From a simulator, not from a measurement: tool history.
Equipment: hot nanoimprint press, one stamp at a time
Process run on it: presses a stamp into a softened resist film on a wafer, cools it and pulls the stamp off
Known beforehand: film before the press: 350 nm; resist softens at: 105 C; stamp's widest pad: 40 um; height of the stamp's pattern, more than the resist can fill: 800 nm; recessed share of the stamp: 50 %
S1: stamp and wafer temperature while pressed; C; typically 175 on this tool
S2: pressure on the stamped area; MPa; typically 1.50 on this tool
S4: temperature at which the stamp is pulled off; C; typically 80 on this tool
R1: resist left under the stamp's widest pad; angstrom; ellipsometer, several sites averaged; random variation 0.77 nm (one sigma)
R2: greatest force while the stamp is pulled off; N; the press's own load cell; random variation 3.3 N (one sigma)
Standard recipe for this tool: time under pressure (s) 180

{"run": 1, "day": 0.0, "S1": 175, "S2": 1.5, "time under pressure (s)": 180, "S4": 80, "R1": 1412, "R2": 158}
{"run": 2, "day": 0.283, "S1": 175, "S2": 1.5, "time under pressure (s)": 180, "S4": 80, "R1": 1400, "R2": 159}
{"run": 3, "day": 0.933, "S1": 175, "S2": 1.5, "time under pressure (s)": 298, "S4": 80, "R1": 1180, "R2": 160}
{"run": 4, "day": 1.217, "S1": 175, "S2": 1.5, "time under pressure (s)": 298, "S4": 80, "R1": 1179, "R2": 159}
{"run": 5, "day": 1.758, "S1": 175, "S2": 1.5, "time under pressure (s)": 298, "S4": 80, "R1": 1195, "R2": 159}
{"run": 6, "day": 2.254, "S1": 175, "S2": 1.5, "time under pressure (s)": 298, "S4": 80, "R1": 1201, "R2": 159}
{"run": 7, "day": 2.579, "S1": 182, "S2": 1.5, "time under pressure (s)": 298, "S4": 80, "R1": 967, "R2": 155}
{"run": 8, "day": 2.85, "S1": 171, "S2": 1.5, "time under pressure (s)": 298, "S4": 80, "R1": 1370, "R2": 156}
{"run": 9, "day": 3.458, "S1": 175, "S2": 1.9, "time under pressure (s)": 180, "S4": 80, "R1": 1235, "R2": 153}
{"run": 10, "day": 3.954, "S1": 177, "S2": 1.5, "time under pressure (s)": 180, "S4": 80, "R1": 1340, "R2": 156}
{"run": 11, "day": 4.471, "S1": 177, "S2": 1.5, "time under pressure (s)": 147, "S4": 80, "R1": 1442, "R2": 154}
{"run": 12, "day": 4.85, "S1": 175, "S2": 1.5, "time under pressure (s)": 180, "S4": 80, "R1": 1441, "R2": 159}
{"run": 13, "day": 5.133, "S1": 175, "S2": 1.5, "time under pressure (s)": 180, "S4": 66, "R1": 1432, "R2": 180}
{"run": 14, "day": 5.75, "S1": 175, "S2": 1.5, "time under pressure (s)": 180, "S4": 66, "R1": 1429, "R2": 184}
{"run": 15, "day": 6.058, "S1": 175, "S2": 1.5, "time under pressure (s)": 180, "S4": 66, "R1": 1426, "R2": 185}
{"run": 16, "day": 6.662, "S1": 175, "S2": 1.7, "time under pressure (s)": 180, "S4": 73, "R1": 1338, "R2": 171}
{"run": 17, "day": 7.042, "S1": 175, "S2": 1.7, "time under pressure (s)": 180, "S4": 73, "R1": 1340, "R2": 175}
{"run": 18, "day": 7.646, "S1": 175, "S2": 1.7, "time under pressure (s)": 180, "S4": 87, "R1": 1327, "R2": 146}
{"run": 19, "day": 8.2, "S1": 175, "S2": 1.22, "time under pressure (s)": 101, "S4": 79, "R1": 1932, "R2": 165}

What will run 20 give?
{"day": 8.638, "done": "plate thermocouple calibrated"}
{"day": 8.679, "done": "gauge calibrated"}
{"run": 20, "day": 8.8, "S1": 175, "S2": 1.22, "time under pressure (s)": 101, "S4": 79, "R1": "?", "R2": "?"}

R1: 1924 angstrom
R2: 163 N
If the tool had no hidden condition, the same run with the same run-to-run variation would have returned R1 1921 angstrom, R2 160 N.
